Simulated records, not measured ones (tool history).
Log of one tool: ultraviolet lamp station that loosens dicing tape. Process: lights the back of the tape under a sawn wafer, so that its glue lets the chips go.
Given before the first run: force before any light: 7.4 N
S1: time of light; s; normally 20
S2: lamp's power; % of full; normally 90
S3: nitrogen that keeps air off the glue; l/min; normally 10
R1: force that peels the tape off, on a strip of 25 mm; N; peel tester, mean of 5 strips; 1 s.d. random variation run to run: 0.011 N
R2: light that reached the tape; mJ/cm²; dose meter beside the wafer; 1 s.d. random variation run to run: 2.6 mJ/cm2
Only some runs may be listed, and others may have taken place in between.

run,hour,S1,S2,S3,R1,R2
1,0,20,90,10,0.538,332
2,7.5,20,90,10,0.528,326
3,15.4,20,90,10,0.535,331
4,23.2,20,90,10,0.53,332
5,27.7,20,90,10,0.502,332
6,34.2,35,90,10,0.115,571
7,44,20,90,10,0.52,326
8,49.7,20,90,10,0.503,322
9,55.4,20,90,10,0.506,332
10,61.7,20,90,10,0.506,329
11,71.6,20,90,10,0.54,330
12,78.7,20,90,10,0.519,327
13,82.9,20,90,13,0.461,324
14,90.5,20,90,11,0.489,325
15,96.7,20,90,11,0.495,323
16,101.4,20,90,11,0.501,326
17,110.3,20,86,10,0.573,310
18,118,20,86,10,0.633,308
19,122.7,20,86,10,0.607,306
20,129.6,20,90,6,0.797,325
21,138.5,17,90,6,1.071,273
22,145.4,20,90,10,0.537,323
23,152.8,15,68,3,2.62,181
24,159,20,93,19,0.338,328
25,168.4,19,64,3,2.164,220
26,172.7,19,64,3,2.215,219
27,177.3,19,89,4,1.152,300
28,186.9,21,79,10,0.68,296
29,192.8,22,69,10,0.808,275
30,198,17,90,10,0.803,271
31,202.3,17,66,3,2.367,198
32,211.4,15,90,5,1.527,240
33,216,15,90,5,1.494,236
34,221.8,21,74,16,0.587,271
35,231,14,90,6,1.529,222
36,238.5,30,90,6,0.309,471
37,243.7,38,79,3,0.4,525

Run 38 is up next; what results do you expect?
38,252.7,11,92,5,?,?

R1: 2.287 N
R2: 176 mJ/cm²
Take away the tool's hidden state, keep the run-to-run variation as it was, and the same run would have given R1 2.062 N, R2 191 mJ/cm².
